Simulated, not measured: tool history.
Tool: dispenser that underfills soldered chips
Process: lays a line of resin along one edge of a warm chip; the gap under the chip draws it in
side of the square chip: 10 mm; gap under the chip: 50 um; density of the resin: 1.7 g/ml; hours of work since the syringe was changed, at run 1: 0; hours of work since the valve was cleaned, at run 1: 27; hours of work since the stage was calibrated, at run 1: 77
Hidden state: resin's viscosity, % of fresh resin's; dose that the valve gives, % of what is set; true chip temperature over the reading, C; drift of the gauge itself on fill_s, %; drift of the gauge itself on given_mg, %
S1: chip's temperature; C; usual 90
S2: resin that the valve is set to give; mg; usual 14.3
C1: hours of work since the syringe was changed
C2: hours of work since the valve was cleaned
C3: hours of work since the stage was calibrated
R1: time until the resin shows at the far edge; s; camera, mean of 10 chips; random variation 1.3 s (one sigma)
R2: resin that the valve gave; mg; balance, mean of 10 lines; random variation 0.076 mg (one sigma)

run 1 hour=0 | S1=90 S2=14.3 | C1=0 C2=27 C3=77 | R1=137.1 R2=13.96
run 2 hour=7 | S1=90 S2=14.3 | C1=5 C2=32 C3=82 | R1=158 R2=13.87
run 3 hour=13 | S1=90 S2=14.3 | C1=9 C2=36 C3=87 | R1=179.5 R2=13.91
-- hour=14.6 new syringe of resin
run 4 hour=19.8 | S1=90 S2=18.4 | C1=4 C2=41 C3=91 | R1=147.4 R2=18.02
run 5 hour=23.6 | S1=102 S2=14.3 | C1=7 C2=44 C3=94 | R1=95.8 R2=14.05
-- hour=29.4 new syringe of resin
run 6 hour=31.1 | S1=102 S2=14.3 | C1=1 C2=49 C3=99 | R1=82.9 R2=13.79
run 7 hour=38.7 | S1=102 S2=14.3 | C1=7 C2=54 C3=105 | R1=96.1 R2=13.86
run 8 hour=42.7 | S1=102 S2=14.3 | C1=10 C2=57 C3=108 | R1=105.5 R2=13.82
-- hour=44 new syringe of resin
run 9 hour=49.9 | S1=102 S2=14.3 | C1=4 C2=62 C3=113 | R1=89.7 R2=13.76
run 10 hour=56.2 | S1=102 S2=14.3 | C1=9 C2=67 C3=117 | R1=104.2 R2=13.71
-- hour=58.5 new syringe of resin
run 11 hour=62 | S1=102 S2=14.3 | C1=3 C2=71 C3=121 | R1=88.6 R2=13.79
-- hour=66.2 dispensing valve cleaned and set on the balance
run 12 hour=69.6 | S1=76 S2=14.3 | C1=7 C2=2 C3=126 | R1=334.7 R2=14.3
-- hour=74 new syringe of resin
run 13 hour=74 | S1=90 S2=12.6 | C1=0 C2=5 C3=129 | R1=137.2 R2=12.43
run 14 hour=81.3 | S1=90 S2=14.3 | C1=5 C2=11 C3=134 | R1=160.8 R2=14.35
run 15 hour=84.7 | S1=90 S2=14.3 | C1=8 C2=13 C3=137 | R1=168.6 R2=14.11
-- hour=88.7 new syringe of resin
run 16 hour=89.8 | S1=90 S2=14.3 | C1=1 C2=17 C3=140 | R1=135.6 R2=14.08
run 17 hour=94.5 | S1=85 S2=14.3 | C1=4 C2=20 C3=144 | R1=193.1 R2=14.05
run 18 hour=101.9 | S1=85 S2=14.3 | C1=10 C2=25 C3=149 | R1=231.6 R2=14.15
-- hour=103.1 new syringe of resin
run 19 hour=106.6 | S1=85 S2=14.3 | C1=2 C2=29 C3=152 | R1=187.1 R2=14.29
run 20 hour=109.9 | S1=81 S2=17 | C1=5 C2=31 C3=154 | R1=244.6 R2=16.62
-- hour=117.7 new syringe of resin
run 21 hour=118 | S1=81 S2=17 | C1=0 C2=37 C3=160 | R1=206.7 R2=16.56
run 22 hour=125.7 | S1=98 S2=13.1 | C1=6 C2=42 C3=166 | R1=113.7 R2=12.77
-- hour=132.3 new syringe of resin
run 23 hour=133.4 | S1=91 S2=13.9 | C1=1 C2=47 C3=171 | R1=134.3 R2=13.51
run 24 hour=136.8 | S1=83 S2=14.3 | C1=3 C2=50 C3=173 | R1=207.9 R2=13.9
run 25 hour=141.8 | S1=98 S2=14.6 | C1=7 C2=54 C3=177 | R1=115.9 R2=14.2
-- hour=146.7 new syringe of resin
run 26 hour=147.4 | S1=100 S2=16.3 | C1=1 C2=57 C3=181 | R1=88.4 R2=15.83
run 27 hour=150.6 | S1=100 S2=16.3 | C1=3 C2=60 C3=183 | R1=92.5 R2=15.7
run 28 hour=156.2 | S1=100 S2=14.3 | C1=7 C2=64 C3=187 | R1=107.7 R2=13.78
run 29 hour=160.3 | S1=95 S2=14.5 | C1=10 C2=67 C3=190 | R1=145.5 R2=13.98
-- hour=161.1 new syringe of resin
run 30 hour=168.4 | S1=95 S2=14.5 | C1=5 C2=72 C3=196 | R1=130.9 R2=13.87
-- hour=170.7 dispensing valve cleaned and set on the balance
-- hour=176.6 new syringe of resin
run 31 hour=176.6 | S1=95 S2=14.5 | C1=0 C2=4 C3=201 | R1=106.6 R2=14.48
run 32 hour=183.9 | S1=95 S2=14.5 | C1=5 C2=9 C3=206 | R1=125.5 R2=14.45
-- hour=190.9 new syringe of resin
run 33 hour=191.7 | S1=97 S2=18.2 | C1=1 C2=15 C3=212 | R1=100.2 R2=18.05
run 34 hour=196.8 | S1=97 S2=18.2 | C1=4 C2=18 C3=215 | R1=110.7 R2=18.03
run 35 hour=203.2 | S1=100 S2=15.5 | C1=9 C2=23 C3=220 | R1=113 R2=15.4
-- hour=205.6 new syringe of resin
run 36 hour=207.8 | S1=105 S2=14.3 | C1=2 C2=26 C3=223 | R1=75.5 R2=14.13
run 37 hour=211.7 | S1=105 S2=14.3 | C1=4 C2=29 C3=226 | R1=82.5 R2=13.98

3 ways to go on from here, each from the tool as it stands after run 37. What would each give?
run A hour=215.3 | S1=99 S2=14.3 | C1=7 C2=32 C3=228 | R1=? R2=?
run B hour=215.3 | S1=89 S2=16.9 | C1=7 C2=32 C3=228 | R1=? R2=?
run C hour=215.3 | S1=102 S2=18.2 | C1=7 C2=32 C3=228 | R1=? R2=?

run=A R1=114.6 R2=13.99
run=B R1=181.5 R2=16.57
run=C R1=99.3 R2=17.82
Without the tool's hidden state the same runs would have given:
run=A R1=86.5 R2=14.23
run=B R1=136.8 R2=16.86
run=C R1=75.1 R2=18.13

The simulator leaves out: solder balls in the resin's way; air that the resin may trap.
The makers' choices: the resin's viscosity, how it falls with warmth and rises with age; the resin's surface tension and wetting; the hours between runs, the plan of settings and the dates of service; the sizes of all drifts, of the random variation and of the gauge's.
